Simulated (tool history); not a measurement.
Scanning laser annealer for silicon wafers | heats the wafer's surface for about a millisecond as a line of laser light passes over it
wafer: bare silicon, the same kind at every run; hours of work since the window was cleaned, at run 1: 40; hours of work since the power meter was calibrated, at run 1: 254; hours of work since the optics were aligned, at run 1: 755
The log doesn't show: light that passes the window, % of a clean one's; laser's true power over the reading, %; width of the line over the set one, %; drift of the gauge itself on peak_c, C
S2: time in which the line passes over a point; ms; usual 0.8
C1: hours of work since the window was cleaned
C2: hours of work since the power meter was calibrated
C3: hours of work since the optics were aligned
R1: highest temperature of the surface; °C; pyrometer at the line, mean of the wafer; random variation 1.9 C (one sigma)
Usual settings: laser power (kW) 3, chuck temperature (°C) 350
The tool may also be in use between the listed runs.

Run 1, hour 0: usual settings; C1 40; C2 254; C3 755. Result: R1 1159 °C.
Run 2, hour 16.8: usual settings; C1 53; C2 266; C3 768. Result: R1 1159 °C.
Run 3, hour 28.8: usual settings; C1 62; C2 276; C3 777. Result: R1 1159 °C.
At hour 36.5: optics aligned, line set to its width.
Run 4, hour 52.8: usual settings but S2 0.628 ms; C1 76; C2 290; C3 12. Result: R1 1083 °C.
Run 5, hour 64.8: usual settings but S2 0.628 ms; C1 86; C2 299; C3 21. Result: R1 1079 °C.
Run 6, hour 80.3: usual settings but S2 0.628 ms; C1 97; C2 311; C3 33. Result: R1 1082 °C.
Run 7, hour 93.2: usual settings but S2 0.628 ms; C1 107; C2 321; C3 43. Result: R1 1079 °C.
Run 8, hour 111.3: usual settings but S2 0.628 ms; C1 121; C2 334; C3 57. Result: R1 1082 °C.
Run 9, hour 121.2: usual settings but S2 0.628 ms; C1 128; C2 342; C3 64. Result: R1 1078 °C.
Run 10, hour 131.2: usual settings but S2 0.628 ms; C1 136; C2 349; C3 72. Result: R1 1079 °C.
Run 11, hour 142.2: usual settings but chuck temperature (°C) 311; C1 144; C2 358; C3 80. Result: R1 1124 °C.
Run 12, hour 161.4: usual settings but chuck temperature (°C) 311; C1 159; C2 372; C3 95. Result: R1 1122 °C.
Run 13, hour 179.1: usual settings; C1 172; C2 386; C3 108. Result: R1 1161 °C.
Run 14, hour 187.9: usual settings but laser power (kW) 2.908; C1 179; C2 392; C3 115. Result: R1 1134 °C.
Run 15, hour 204.1: usual settings but S2 0.723 ms, chuck temperature (°C) 343; C1 191; C2 405; C3 127. Result: R1 1117 °C.
Run 16, hour 214.8: usual settings but S2 0.563 ms, chuck temperature (°C) 343; C1 199; C2 413; C3 135. Result: R1 1037 °C.
Run 17, hour 226.6: usual settings but laser power (kW) 3.244, chuck temperature (°C) 374; C1 208; C2 422; C3 144. Result: R1 1263 °C.
Run 18, hour 240.9: usual settings but laser power (kW) 3.265, S2 0.704 ms; C1 219; C2 432; C3 155. Result: R1 1196 °C.
Run 19, hour 254.3: usual settings but laser power (kW) 2.68, S2 0.704 ms, chuck temperature (°C) 355; C1 229; C2 443; C3 165. Result: R1 1022 °C.
Run 20, hour 270.4: usual settings but S2 0.989 ms, chuck temperature (°C) 337; C1 241; C2 455; C3 177. Result: R1 1226 °C.
Run 21, hour 282.3: usual settings but laser power (kW) 3.265, S2 0.989 ms, chuck temperature (°C) 349; C1 250; C2 464; C3 186. Result: R1 1332 °C.
Run 22, hour 292.7: usual settings but laser power (kW) 3.143, S2 0.965 ms, chuck temperature (°C) 349; C1 258; C2 472; C3 194. Result: R1 1277 °C.
Run 23, hour 303.2: usual settings but laser power (kW) 3.143, S2 0.965 ms, chuck temperature (°C) 349; C1 266; C2 480; C3 202. Result: R1 1282 °C.
Run 24, hour 321.4: usual settings but laser power (kW) 3.143, S2 0.965 ms, chuck temperature (°C) 349; C1 280; C2 494; C3 216. Result: R1 1281 °C.
Run 25, hour 338: usual settings but laser power (kW) 2.884, S2 0.757 ms, chuck temperature (°C) 332; C1 293; C2 506; C3 229. Result: R1 1085 °C.
Run 26, hour 352.7: usual settings but laser power (kW) 3.091, S2 0.707 ms; C1 304; C2 517; C3 240. Result: R1 1141 °C.
Run 27, hour 367.4: usual settings but laser power (kW) 3.091, S2 0.707 ms; C1 315; C2 528; C3 251. Result: R1 1139 °C.
Run 28, hour 380.3: usual settings but laser power (kW) 3.083, S2 0.769 ms, chuck temperature (°C) 368; C1 325; C2 538; C3 261. Result: R1 1184 °C.

Forecast each of these 5 alternatives for the next run:
Run A, hour 393.1: usual settings but laser power (kW) 2.914; C1 334; C2 548; C3 270. Result: R1 ?.
Run B, hour 393.1: usual settings but laser power (kW) 2.628; C1 334; C2 548; C3 270. Result: R1 ?.
Run C, hour 393.1: usual settings but S2 0.824 ms; C1 334; C2 548; C3 270. Result: R1 ?.
Run D, hour 393.1: usual settings but laser power (kW) 2.864; C1 334; C2 548; C3 270. Result: R1 ?.
Run E, hour 393.1: usual settings but S2 0.865 ms, chuck temperature (°C) 367; C1 334; C2 548; C3 270. Result: R1 ?.

run    R1
  A  1131
  B  1037
  C  1168
  D  1112
  E  1202
Without the tool's hidden state the same runs would have given:
run    R1
  A  1144
  B  1049
  C  1182
  D  1125
  E  1216
